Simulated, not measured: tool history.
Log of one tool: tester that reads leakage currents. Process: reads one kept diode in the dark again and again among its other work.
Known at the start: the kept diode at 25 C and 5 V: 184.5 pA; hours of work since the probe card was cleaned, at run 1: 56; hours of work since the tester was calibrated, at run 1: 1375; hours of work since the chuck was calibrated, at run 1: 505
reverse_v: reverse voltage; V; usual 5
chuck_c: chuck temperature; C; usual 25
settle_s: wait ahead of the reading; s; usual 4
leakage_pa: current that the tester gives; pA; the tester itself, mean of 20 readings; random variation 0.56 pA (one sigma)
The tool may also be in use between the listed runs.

run	day	reverse_v	chuck_c	settle_s	hours of work since the probe card was cleaned	hours of work since the tester was calibrated	hours of work since the chuck was calibrated	leakage_pa
1	0	5	25	4	56	1375	505	200.08
2	5.762	1.16	25	4	112	1431	561	121.71
3	12.267	1.16	25	4	176	1494	624	121.41
4	18.775	1.91	25	4	239	1557	688	146.47
5	25.167	1.91	25	4	301	1619	750	147.9
6	29.75	1.91	25	4	346	1664	794	148.33
7	35.162	5	25	7.92	398	1717	847	211.44
8	41.817	5	25	1.73	463	1781	912	212.37
9	50.362	5	25	1.73	546	1864	995	216.73
10	57.929	5	25	1.73	620	1938	1068	219.15
# day 58.412: chuck's temperature calibrated
11	65.146	5	25	1.73	689	2007	65	190.65
12	69.958	5	25	0.56	736	2054	112	193.51
13	75.517	5	25	0.56	790	2108	166	194.46
14	79.679	5	25	4	830	2148	207	195.07
15	86.217	5	25	4	894	2212	270	196.8
16	94.267	5	25	4	972	2290	349	199.3
# day 98.783: probe card cleaned and baked
17	101.429	5	25	4	26	2359	417	198.43
18	109.825	5	25	4	107	2440	499	201.87
19	115.862	5	25	4	166	2499	557	201.99
20	121.175	5	25	2.94	218	2551	609	204.47
21	125.654	5	25	2.94	261	2594	652	205.74
22	129.758	5	51	1.35	301	2634	692	1772.39
23	136.325	2.66	32	5.74	365	2698	756	310.58
24	141.167	2.66	32	5.74	412	2745	803	311.64
25	147.358	2.66	32	5.74	472	2805	863	314.52
26	151.833	2.66	32	5.74	516	2849	907	316.36
27	156.112	2.76	33	1.94	557	2890	948	350.58
28	164.796	13.24	32	2.64	642	2975	1033	569.77
# day 168.912: chuck's temperature calibrated
29	168.912	5	39	0.51	681	3014	0	635.75
30	173.883	5	39	0.51	729	3062	48	641.65
31	178.846	2.53	56	4.13	777	3110	97	1919.59
32	185.842	2.68	53	3.57	845	3178	165	1577.36
33	192.296	2.68	53	3.57	908	3241	227	1596.91
34	199.279	2.68	53	3.57	976	3309	295	1605.67
# day 203.321: probe card cleaned and baked
35	205.012	2.68	53	3.57	16	3364	350	1622.28
36	213.175	5	28	5.7	96	3443	429	263.59
37	221.046	5	28	5.7	172	3519	506	266.3
38	227.517	4.59	50	0.87	235	3582	568	1592.71
39	232.233	5	51	1.04	281	3628	614	1781.01

Hidden state at the last listed run before each entry between runs and at the first one after, where it differs:
Between runs 10 and 11: chuck's temperature calibrated (day 58.412)
  stray current of the dirty probe card, pA a volt: 0.348 -> 0.382; current scale over the true one, %: 1.15 -> 1.18; true chuck temperature over the reading, C: 1.65 -> 0.07
  measured less the result without the state, leakage_pa: +33.86 -> +5.28 pA
Between runs 16 and 17: probe card cleaned and baked (day 98.783)
  stray current of the dirty probe card, pA a volt: 0.526 -> 0.043; current scale over the true one, %: 1.31 -> 1.34; true chuck temperature over the reading, C: 0.52 -> 0.63
  measured less the result without the state, leakage_pa: +13.98 -> +13.55 pA
Between runs 28 and 29: chuck's temperature calibrated (day 168.912)
  stray current of the dirty probe card, pA a volt: 0.37 -> 0.389; current scale over the true one, %: 1.64 -> 1.66; true chuck temperature over the reading, C: 1.57 -> 0.06
  measured less the result without the state, leakage_pa: +84.11 -> +15.17 pA
Between runs 34 and 35: probe card cleaned and baked (day 203.321)
  stray current of the dirty probe card, pA a volt: 0.542 -> 0.033; current scale over the true one, %: 1.8 -> 1.83; true chuck temperature over the reading, C: 0.51 -> 0.59
  measured less the result without the state, leakage_pa: +89.51 -> +98.95 pA
